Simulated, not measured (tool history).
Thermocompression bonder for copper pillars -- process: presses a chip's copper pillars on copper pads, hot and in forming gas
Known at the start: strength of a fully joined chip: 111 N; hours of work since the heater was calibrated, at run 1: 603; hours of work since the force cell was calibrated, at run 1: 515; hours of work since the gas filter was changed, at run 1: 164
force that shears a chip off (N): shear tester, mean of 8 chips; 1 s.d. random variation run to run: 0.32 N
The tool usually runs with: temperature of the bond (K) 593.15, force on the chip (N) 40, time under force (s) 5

run     day  temperature of the bond (K)  force on the chip (N)  time under force (s)  hours of work since the heater was calibrated  hours of work since the force cell was calibrated  hours of work since the gas filter was changed  force that shears a chip off (N)
  1       0                       593.15                     40                     5                                            603                                                515                                             164                              62.3
  2   0.825                       593.15                     40                     5                                            614                                                525                                             175                              62.5
  3   1.721                       593.15                     40                    12                                            626                                                537                                             187                              80.4
  4   2.821                       593.15                     40                     4                                            640                                                552                                             201                              58.2
  5   4.554                       593.15                     40                     5                                            663                                                574                                             224                              62.5
  6   5.621                       593.15                     40                     5                                            677                                                588                                             238                              62.5
      6.288  -- forming gas filter changed
  7   7.371                       595.15                     40                     5                                            699                                                611                                              14                              64.9
  8   8.975                       595.15                     40                     5                                            720                                                632                                              35                              65.2
  9  10.667                       613.15                     40                     5                                            743                                                654                                              57                              73.5
 10  11.946                       571.15                     40                     5                                            759                                                671                                              74                              53.9
 11  13.608                       571.15                     40                     5                                            781                                                693                                              96                              54.2
     13.783  -- heater calibrated with a thermocouple chip
 12  14.425                       571.15                     40                     5                                              8                                                702                                             105                              55.2
     14.942  -- force cell calibrated
 13  15.842                       593.15                     58                     5                                             26                                                 12                                             123                                73
 14  17.504                       593.15                     30                     5                                             48                                                 34                                             145                              55.3
 15  18.779                       611.15                     40                     3                                             65                                                 50                                             162                              60.7
 16  19.608                       613.15                     44                     5                                             75                                                 61                                             172                              74.6
 17  20.646                       613.15                     44                     5                                             89                                                 75                                             186                              73.9
 18  21.588                       566.15                     26                     8                                            101                                                 87                                             198                              48.8
 19  22.433                       563.15                     34                     3                                            112                                                 98                                             210                              36.7
     23.833  -- heater calibrated with a thermocouple chip, once more
 20  23.833                       566.15                     27                     5                                              0                                                115                                             227                              38.1
     25.354  -- forming gas filter changed
 21  25.462                       588.15                     49                     3                                             21                                                136                                               1                              53.8
 22  27.142                       608.15                     33                     7                                             43                                                158                                              23                              68.4
 23    28.8                       577.15                     33                    11                                             65                                                180                                              45                              63.5
 24  29.658                       569.15                     27                    11                                             76                                                191                                              56                              54.4
 25  30.967                       597.15                     57                     5                                             93                                                208                                              74                              72.8
 26  32.596                       601.15                     26                     5                                            114                                                230                                              95                              52.3

Consider 4 possible next runs. They are alternatives, not a sequence: every one starts from the tool as it was left by run 26. What does each give?
  A  33.729                       601.15                     59                     5                                            129                                                245                                             110                                 ?
  B  33.729                       608.15                     44                     5                                            129                                                245                                             110                                 ?
  C  33.729                       570.15                     40                     5                                            129                                                245                                             110                                 ?
  D  33.729                       570.15                     33                     4                                            129                                                245                                             110                                 ?

run  force that shears a chip off (N)
  A                                75
  B                              69.5
  C                              50.3
  D                              41.9
Without the tool's unlogged condition, the same runs would have read:
run  force that shears a chip off (N)
  A                              74.5
  B                                69
  C                              49.5
  D                              41.1
